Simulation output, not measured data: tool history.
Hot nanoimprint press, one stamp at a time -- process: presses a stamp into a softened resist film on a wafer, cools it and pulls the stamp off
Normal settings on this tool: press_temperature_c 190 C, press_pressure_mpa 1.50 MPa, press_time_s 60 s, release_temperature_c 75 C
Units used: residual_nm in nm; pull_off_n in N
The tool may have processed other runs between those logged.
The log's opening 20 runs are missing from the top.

run,hour,press_temperature_c,press_pressure_mpa,press_time_s,release_temperature_c,residual_nm,pull_off_n
21,373.2,185,2.21,96,68,81.3,260
22,383.9,190,1.50,60,75,94.1,261
23,397.2,190,1.50,109,75,74.7,266
24,410.0,186,1.23,32,75,140.3,267
25,434.9,190,1.50,60,73,93.9,276
26,449.7,182,1.20,55,82,133.8,254
27,462.2,182,0.93,55,70,142.8,304
28,480.6,190,1.50,73,75,88.1,284
29,498.5,194,1.68,63,71,76.7,309
30,509.3,194,1.68,63,71,77.1,301

4 options for the next run, each taken on its own from the tool as it stands now. Forecast them:
# hour 526.5: stamp cleaned and given a new release coat
A,537.4,190,1.76,34,72,?,?
# hour 526.5: stamp cleaned and given a new release coat
B,537.4,194,1.68,63,81,?,?
# hour 526.5: stamp cleaned and given a new release coat
C,537.4,194,0.98,42,81,?,?
# hour 526.5: stamp cleaned and given a new release coat
D,537.4,190,1.50,87,75,?,?

run,residual_nm,pull_off_n
A,110.4,230
B,77.6,209
C,111.1,222
D,81.4,230
The same runs, with their run-to-run variation unchanged, on a tool lacking any hidden condition would have given:
run,residual_nm,pull_off_n
A,108.9,228
B,76.4,207
C,110.8,220
D,80.5,227
